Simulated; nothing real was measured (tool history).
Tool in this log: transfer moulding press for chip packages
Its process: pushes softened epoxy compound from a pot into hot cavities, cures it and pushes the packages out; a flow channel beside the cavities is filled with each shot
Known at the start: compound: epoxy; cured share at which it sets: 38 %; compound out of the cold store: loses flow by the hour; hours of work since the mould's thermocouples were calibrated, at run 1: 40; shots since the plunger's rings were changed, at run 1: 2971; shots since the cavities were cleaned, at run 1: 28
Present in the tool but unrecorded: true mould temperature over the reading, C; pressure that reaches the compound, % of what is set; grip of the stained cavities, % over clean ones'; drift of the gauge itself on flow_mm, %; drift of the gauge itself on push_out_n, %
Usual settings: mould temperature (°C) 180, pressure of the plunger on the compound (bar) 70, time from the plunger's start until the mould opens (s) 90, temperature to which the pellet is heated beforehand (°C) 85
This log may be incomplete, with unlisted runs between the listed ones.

run	day	mould temperature (°C)	pressure of the plunger on the compound (bar)	time from the plunger's start until the mould opens (s)	temperature to which the pellet is heated beforehand (°C)	hours of work since the mould's thermocouples were calibrated	shots since the plunger's rings were changed	shots since the cavities were cleaned	incoming compound's hours out of the cold store	length that the compound runs in the flow channel (mm)	greatest force on the pins that push the packages out (N)
1	0	180	70	90	85	40	2971	28	45.4	878	372
# day 1.171: plunger's sealing rings changed
2	1.225	180	70	90	85	58	17	386	38.7	906	488
3	2.075	183	70	90	85	72	289	658	42.2	888	474
# day 3.158: cavities cleaned with cleaning compound and waxed
4	3.158	183	70	90	85	89	616	0	28.8	914	628
5	4.033	183	70	90	85	104	896	280	31.7	913	617
6	4.954	175	70	90	85	119	1192	576	32.6	948	954
7	5.675	182	70	90	85	131	1422	806	20	947	654
# day 6.308: cavities cleaned with cleaning compound and waxed
8	6.5	182	70	90	85	144	1667	63	20.5	930	352
9	7.417	180	70	90	85	159	1959	355	44.3	879	482
10	7.904	180	70	90	78	167	2115	511	11.6	957	541
11	8.996	180	70	99	85	185	2465	861	15.7	944	521
# day 9.5: cavities cleaned with cleaning compound and waxed
# day 9.617: cavities cleaned with cleaning compound and waxed, once more
12	9.825	180	60.2	90	85	197	2691	67	22.4	859	382
13	10.908	178	60.2	90	85	215	3037	413	38	826	534
# day 11.842: plunger's sealing rings changed
14	11.888	178	60.2	90	85	229	15	694	25.8	880	631
# day 12.942: cavities cleaned with cleaning compound and waxed
15	13.092	180	83.1	118	85	248	381	49	42.3	984	303
16	14.133	176	53.8	97	90	266	714	382	47.9	785	504
17	15.212	181	57.4	90	78	284	1059	727	43.2	800	513
# day 16.125: cavities cleaned with cleaning compound and waxed
18	16.217	180	61.6	82	80	299	1361	30	27.6	868	435
19	17.204	175	55.9	82	76	316	1676	345	9.7	884	877

What does the tool deliver on the next run?
20	17.879	175	55.9	82	76	327	1893	562	32.3	?	?

Run 20 measured length that the compound runs in the flow channel (mm) 830, greatest force on the pins that push the packages out (N) 879.
Had the tool carried no hidden state, the very same run would have given length that the compound runs in the flow channel (mm) 851, greatest force on the pins that push the packages out (N) 618.

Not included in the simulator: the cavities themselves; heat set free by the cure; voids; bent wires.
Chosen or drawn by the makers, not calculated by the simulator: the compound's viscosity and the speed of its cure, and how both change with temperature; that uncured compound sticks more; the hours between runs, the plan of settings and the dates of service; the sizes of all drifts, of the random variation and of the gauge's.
